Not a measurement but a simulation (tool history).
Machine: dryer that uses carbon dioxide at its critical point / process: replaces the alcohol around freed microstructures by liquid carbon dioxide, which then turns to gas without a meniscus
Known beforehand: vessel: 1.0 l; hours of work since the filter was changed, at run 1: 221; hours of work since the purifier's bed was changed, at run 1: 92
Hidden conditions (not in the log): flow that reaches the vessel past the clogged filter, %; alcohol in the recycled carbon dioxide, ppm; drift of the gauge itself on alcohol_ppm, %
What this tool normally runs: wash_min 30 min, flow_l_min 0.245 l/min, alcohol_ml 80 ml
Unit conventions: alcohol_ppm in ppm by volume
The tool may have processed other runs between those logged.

| run | hour | wash_min | flow_l_min | alcohol_ml | hours of work since the filter was changed | hours of work since the purifier's bed was changed | alcohol_ppm |
|---|---|---|---|---|---|---|---|
| 1 | 0 | 30 | 0.245 | 80 | 221 | 92 | 836 |
|  | 10.1 | inlet filter changed |
| 2 | 10.5 | 30 | 0.245 | 80 | 0 | 98 | 416 |
| 3 | 15 | 30 | 0.245 | 80 | 3 | 101 | 407 |
| 4 | 20.2 | 30 | 0.245 | 80 | 6 | 104 | 429 |
| 5 | 28.2 | 30 | 0.245 | 80 | 11 | 108 | 426 |
| 6 | 35.9 | 30 | 0.245 | 80 | 15 | 113 | 440 |
| 7 | 44.4 | 30 | 0.245 | 80 | 20 | 118 | 437 |
| 8 | 48.7 | 20 | 0.245 | 80 | 23 | 121 | 2478 |
| 9 | 54.6 | 30 | 0.245 | 101 | 27 | 124 | 553 |
| 10 | 62.2 | 30 | 0.245 | 51 | 31 | 129 | 293 |
| 11 | 66.2 | 30 | 0.245 | 41 | 33 | 131 | 243 |
| 12 | 74.1 | 40 | 0.245 | 80 | 38 | 136 | 95 |
| 13 | 82.7 | 30 | 0.245 | 80 | 43 | 141 | 470 |
| 14 | 91.7 | 30 | 0.245 | 80 | 49 | 146 | 482 |
| 15 | 97 | 30 | 0.245 | 82 | 52 | 149 | 482 |
| 16 | 100.9 | 30 | 0.245 | 82 | 54 | 152 | 510 |
| 17 | 110 | 30 | 0.245 | 80 | 59 | 157 | 504 |
| 18 | 117.7 | 30 | 0.245 | 80 | 64 | 162 | 495 |
| 19 | 125.6 | 28 | 0.241 | 23 | 69 | 166 | 230 |
| 20 | 133.5 | 23 | 0.245 | 80 | 73 | 171 | 1678 |
| 21 | 140.7 | 26 | 0.355 | 80 | 78 | 175 | 129 |
| 22 | 146.7 | 26 | 0.405 | 24 | 81 | 179 | 32 |
| 23 | 153.9 | 26 | 0.405 | 24 | 86 | 183 | 29 |
| 24 | 162.6 | 26 | 0.405 | 24 | 91 | 188 | 31 |
| 25 | 168.4 | 29 | 0.164 | 31 | 94 | 192 | 1372 |
| 26 | 173 | 45 | 0.245 | 80 | 97 | 195 | 57 |
| 27 | 179.8 | 45 | 0.245 | 80 | 101 | 199 | 62 |
| 28 | 187.4 | 40 | 0.164 | 96 | 106 | 203 | 1315 |
| 29 | 192.5 | 37 | 0.298 | 80 | 109 | 206 | 64 |
| 30 | 199 | 37 | 0.298 | 80 | 112 | 210 | 63 |
| 31 | 203.3 | 37 | 0.298 | 80 | 115 | 213 | 51 |
| 32 | 211.9 | 37 | 0.361 | 80 | 120 | 218 | 19 |
| 33 | 219.4 | 38 | 0.194 | 80 | 125 | 222 | 660 |
| 34 | 227.3 | 25 | 0.16 | 24 | 129 | 227 | 1813 |
| 35 | 234.3 | 25 | 0.221 | 23 | 133 | 231 | 639 |

For each run, the measured value with the value that run would have given without the tool's hidden condition subtracted. The run-to-run variation is shared by both, the gauge scatter possibly not:
| run | alcohol_ppm |
|---|---|
| 1 | +443 |
| 2 | +13 |
| 3 | +17 |
| 4 | +21 |
| 5 | +28 |
| 6 | +34 |
| 7 | +41 |
| 8 | +153 |
| 9 | +59 |
| 10 | +39 |
| 11 | +35 |
| 12 | +22 |
| 13 | +75 |
| 14 | +83 |
| 15 | +88 |
| 16 | +95 |
| 17 | +100 |
| 18 | +106 |
| 19 | +51 |
| 20 | +300 |
| 21 | +45 |
| 22 | +15 |
| 23 | +16 |
| 24 | +16 |
| 25 | +255 |
| 26 | +28 |
| 27 | +30 |
| 28 | +354 |
| 29 | +31 |
| 30 | +30 |
| 31 | +32 |
| 32 | +17 |
| 33 | +227 |
| 34 | +377 |
| 35 | +188 |
